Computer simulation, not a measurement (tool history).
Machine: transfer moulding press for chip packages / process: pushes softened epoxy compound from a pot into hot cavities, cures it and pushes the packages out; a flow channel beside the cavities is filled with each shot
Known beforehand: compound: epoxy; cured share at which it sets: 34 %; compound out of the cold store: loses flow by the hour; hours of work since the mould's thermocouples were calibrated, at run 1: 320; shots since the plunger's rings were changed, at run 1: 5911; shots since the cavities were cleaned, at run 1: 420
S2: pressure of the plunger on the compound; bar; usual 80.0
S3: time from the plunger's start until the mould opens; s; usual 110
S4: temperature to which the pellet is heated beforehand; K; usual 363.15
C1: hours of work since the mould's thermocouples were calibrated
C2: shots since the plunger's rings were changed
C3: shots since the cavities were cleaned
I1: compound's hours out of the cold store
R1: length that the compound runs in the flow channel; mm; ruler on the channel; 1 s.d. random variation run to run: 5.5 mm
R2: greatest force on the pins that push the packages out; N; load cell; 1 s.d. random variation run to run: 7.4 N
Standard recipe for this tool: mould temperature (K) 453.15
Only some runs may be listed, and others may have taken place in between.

Run 1, hour 0.0: usual settings; C1 320; C2 5911; C3 420; I1 11.2. Result: R1 601 mm, R2 515 N.
At hour 27.4: cavities cleaned with cleaning compound and waxed.
Run 2, hour 30.9: usual settings; C1 336; C2 6187; C3 32; I1 43.3. Result: R1 509 mm, R2 680 N.
Run 3, hour 56.3: usual settings; C1 349; C2 6426; C3 271; I1 37.3. Result: R1 516 mm, R2 651 N.
Run 4, hour 73.0: usual settings; C1 357; C2 6583; C3 428; I1 8.5. Result: R1 609 mm, R2 731 N.
Run 5, hour 91.4: usual settings; C1 367; C2 6756; C3 601; I1 40.7. Result: R1 496 mm, R2 690 N.
At hour 99.3: cavities cleaned with cleaning compound and waxed.
At hour 116.9: plunger's sealing rings changed.
Run 6, hour 119.4: usual settings; C1 379; C2 23; C3 165; I1 18.6. Result: R1 647 mm, R2 406 N.
Run 7, hour 142.9: usual settings but S2 68.4 bar; C1 392; C2 244; C3 386; I1 21.8. Result: R1 598 mm, R2 478 N.
Run 8, hour 162.9: usual settings but S4 353.15 K; C1 402; C2 433; C3 575; I1 20.4. Result: R1 638 mm, R2 534 N.
At hour 173.8: cavities cleaned with cleaning compound and waxed.
Run 9, hour 183.9: usual settings but S4 353.15 K; C1 412; C2 615; C3 94; I1 36.0. Result: R1 597 mm, R2 350 N.
At hour 209.3: cavities cleaned with cleaning compound and waxed, once more.
Run 10, hour 209.5: usual settings but S4 359.15 K; C1 425; C2 842; C3 1; I1 40.4. Result: R1 570 mm, R2 296 N.
Run 11, hour 224.4: usual settings but S4 359.15 K; C1 432; C2 982; C3 141; I1 26.3. Result: R1 617 mm, R2 415 N.
Run 12, hour 240.0: usual settings but S4 359.15 K; C1 441; C2 1129; C3 288; I1 24.5. Result: R1 620 mm, R2 461 N.
Run 13, hour 264.2: usual settings but S3 100 s; C1 453; C2 1357; C3 516; I1 18.9. Result: R1 631 mm, R2 647 N.
At hour 281.2: cavities cleaned with cleaning compound and waxed.
Run 14, hour 287.8: usual settings but S3 100 s; C1 465; C2 1565; C3 62; I1 8.2. Result: R1 665 mm, R2 460 N.
Run 15, hour 302.8: usual settings but mould temperature (K) 458.15, S3 100 s, S4 367.15 K; C1 472; C2 1706; C3 203; I1 35.8. Result: R1 554 mm, R2 376 N.
Run 16, hour 335.0: usual settings but S3 139 s, S4 371.15 K; C1 489; C2 2009; C3 506; I1 10.2. Result: R1 661 mm, R2 409 N.
At hour 353.7: cavities cleaned with cleaning compound and waxed.
Run 17, hour 362.9: usual settings but mould temperature (K) 448.15, S2 93.0 bar, S3 90 s, S4 367.15 K; C1 503; C2 2257; C3 86; I1 15.9. Result: R1 700 mm, R2 793 N.
Run 18, hour 393.0: usual settings but mould temperature (K) 448.15, S2 93.0 bar, S3 124 s, S4 361.15 K; C1 518; C2 2540; C3 369; I1 28.2. Result: R1 645 mm, R2 498 N.
Run 19, hour 411.2: usual settings but mould temperature (K) 448.15, S2 93.0 bar, S3 124 s, S4 361.15 K; C1 528; C2 2711; C3 540; I1 8.9. Result: R1 720 mm, R2 571 N.
At hour 427.5: cavities cleaned with cleaning compound and waxed.
Run 20, hour 432.8: usual settings but mould temperature (K) 447.15, S2 63.2 bar, S4 370.15 K; C1 538; C2 2901; C3 50; I1 41.0. Result: R1 497 mm, R2 460 N.
Run 21, hour 447.9: usual settings but mould temperature (K) 451.15, S2 91.8 bar, S3 94 s; C1 546; C2 3043; C3 192; I1 41.0. Result: R1 591 mm, R2 572 N.
Run 22, hour 463.4: usual settings but mould temperature (K) 460.15, S3 90 s; C1 554; C2 3188; C3 337; I1 9.3. Result: R1 616 mm, R2 477 N.
Run 23, hour 492.0: usual settings but mould temperature (K) 447.15, S4 367.15 K; C1 569; C2 3457; C3 606; I1 26.0. Result: R1 596 mm, R2 769 N.
At hour 498.5: cavities cleaned with cleaning compound and waxed.
Run 24, hour 525.6: usual settings but mould temperature (K) 449.15; C1 586; C2 3759; C3 255; I1 19.8. Result: R1 605 mm, R2 543 N.
Run 25, hour 552.9: usual settings but S2 85.5 bar; C1 600; C2 4016; C3 512; I1 19.4. Result: R1 612 mm, R2 512 N.
At hour 571.3: cavities cleaned with cleaning compound and waxed.
Run 26, hour 585.9: usual settings but mould temperature (K) 455.15, S2 65.7 bar, S3 117 s, S4 356.15 K; C1 616; C2 4312; C3 137; I1 8.1. Result: R1 573 mm, R2 329 N.
Run 27, hour 609.5: usual settings but mould temperature (K) 455.15, S2 60.7 bar, S3 117 s, S4 365.15 K; C1 628; C2 4534; C3 359; I1 13.1. Result: R1 531 mm, R2 407 N.
Run 28, hour 638.5: usual settings but S2 90.9 bar, S3 93 s, S4 362.15 K; C1 644; C2 4807; C3 632; I1 38.0. Result: R1 576 mm, R2 690 N.

Predict each of these 4 candidate next runs independently; none follows another, all start after run 28:
At hour 642.3: cavities cleaned with cleaning compound and waxed.
Run A, hour 658.7: usual settings but S4 358.15 K; C1 653; C2 4983; C3 155; I1 25.5. Result: R1 ?, R2 ?.
At hour 642.3: cavities cleaned with cleaning compound and waxed.
Run B, hour 658.7: usual settings but mould temperature (K) 449.15, S3 132 s; C1 653; C2 4983; C3 155; I1 30.7. Result: R1 ?, R2 ?.
At hour 642.3: cavities cleaned with cleaning compound and waxed.
Run C, hour 658.7: usual settings but mould temperature (K) 460.15, S2 90.9 bar, S3 93 s, S4 362.15 K; C1 653; C2 4983; C3 155; I1 44.3. Result: R1 ?, R2 ?.
At hour 642.3: cavities cleaned with cleaning compound and waxed.
Run D, hour 658.7: usual settings but mould temperature (K) 446.15, S2 90.9 bar, S3 136 s, S4 362.15 K; C1 653; C2 4983; C3 155; I1 11.2. Result: R1 ?, R2 ?.

run   R1   R2
  A  568  396
  B  568  358
  C  539  355
  D  673  420
Without the tool's hidden state the same runs would have given:
run   R1   R2
  A  630  327
  B  629  293
  C  597  289
  D  746  351

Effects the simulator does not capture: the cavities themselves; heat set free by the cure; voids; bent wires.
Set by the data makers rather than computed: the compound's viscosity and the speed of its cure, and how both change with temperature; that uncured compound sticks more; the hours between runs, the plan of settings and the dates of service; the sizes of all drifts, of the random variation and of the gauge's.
